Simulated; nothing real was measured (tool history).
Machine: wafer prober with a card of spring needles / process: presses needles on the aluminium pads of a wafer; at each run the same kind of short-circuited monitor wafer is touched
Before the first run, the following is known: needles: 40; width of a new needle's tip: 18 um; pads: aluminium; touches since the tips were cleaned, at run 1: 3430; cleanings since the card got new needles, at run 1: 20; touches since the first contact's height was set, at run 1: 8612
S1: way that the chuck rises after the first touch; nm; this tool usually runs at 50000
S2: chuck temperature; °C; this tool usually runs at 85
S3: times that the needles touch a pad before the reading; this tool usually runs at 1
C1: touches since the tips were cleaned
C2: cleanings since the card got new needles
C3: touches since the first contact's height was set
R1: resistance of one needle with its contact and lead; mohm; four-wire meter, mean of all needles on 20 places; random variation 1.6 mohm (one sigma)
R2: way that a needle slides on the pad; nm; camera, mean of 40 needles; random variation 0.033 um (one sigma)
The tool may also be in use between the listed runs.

run     day     S1   S2  S3    C1  C2      C3   R1     R2
  1   0.000  50000   85   1  3430  20    8612  150  12110
      0.358  -- tips cleaned on abrasive film
  2   0.412  50000   85   2   518  21   12629  151  12050
  3   0.650  50000   85   2  2837  21   14948  149  12080
  4   1.046  50000   85   1  6759  21   18870  153  12120
      1.079  -- tips cleaned on abrasive film
  5   1.429  50000   85   1  3413  22   22580  149  12090
  6   1.646  50000   85   1  5538  22   24705  151  12100
      1.821  -- tips cleaned on abrasive film
  7   2.104  50000   85   1  2786  23   29192  151  12070
      2.529  -- tips cleaned on abrasive film
  8   2.529  50000   85   1     0  24   33317  149  12050
  9   2.879  32000   85   1  3451  24   36768  166   7700
 10   3.217  50000   85   1  6787  24   40104  154  12020
      3.250  -- tips cleaned on abrasive film
 11   3.638  50000   81   1  3792  25   44181  150  12070
      3.975  -- tips cleaned on abrasive film
 12   4.050  50000   29   1   758  26   48226  141  12120
 13   4.358  50000   29   1  3774  26   51242  136  12070
 14   4.600  50000   85   2  6139  26   53607  150  12020
      4.683  -- tips cleaned on abrasive film
 15   4.971  50000   85   2  2836  27   57249  150  12040
 16   5.167  50000   85   1  4760  27   59173  151  12110
      5.412  -- tips cleaned on abrasive film
 17   5.412  50000   85   1     8  28   61555  151  12060
 18   5.671  50000   85   1  2518  28   64065  150  12060
 19   5.925  51000   80   1  5031  28   66578  150  12320
      6.121  -- tips cleaned on abrasive film
 20   6.204  50000   36   2   814  29   69272  139  12080
 21   6.571  50000  118   2  4445  29   72903  155  12060
 22   6.767  50000  109   2  6380  29   74838  157  12070
      6.854  -- tips cleaned on abrasive film
 23   7.071  50000  112   2  2123  30   77759  156  12080
 24   7.362  67000   30   1  5021  30   80657  133  16210
      7.562  -- tips cleaned on abrasive film
 25   7.762  38000   85   2  1959  31   84543  159   9180
 26   8.171  47000   85   1  5975  31   88559  152  11380
      8.283  -- tips cleaned on abrasive film
 27   8.542  43000  113   2  2566  32   92168  160  10360
 28   8.858  50000  124   1  5679  32   95281  160  12070
      9.008  -- tips cleaned on abrasive film
 29   9.142  63000   79   1  1308  33   98023  142  15250
 30   9.575  34000   85   1  5584  33  102299  167   8230
      9.725  -- tips cleaned on abrasive film
 31   9.925  63000   55   2  1980  34  105687  139  15210
 32  10.342  63000   55   2  6093  34  109800  141  15230
     10.446  -- tips cleaned on abrasive film
 33  10.583  63000   55   2  1338  35  112102  139  15230
 34  10.938  63000   55   2  4858  35  115622  140  15190

Predict each of these 3 candidate next runs independently; none follows another, all start after run 34:
     11.154  -- tips cleaned on abrasive film
  A  11.154  50000  29   1   0  36  117682   ?   ?
     11.154  -- tips cleaned on abrasive film
  B  11.154  63000  62   3   0  36  117682   ?   ?
     11.154  -- tips cleaned on abrasive film
  C  11.154  47000  65   2   0  36  117682   ?   ?

run   R1     R2
  A  139  12000
  B  142  15160
  C  151  11340
Take away the tool's hidden state, keep each run's random variation, and the runs would have read:
run   R1     R2
  A  139  12000
  B  142  15170
  C  151  11340
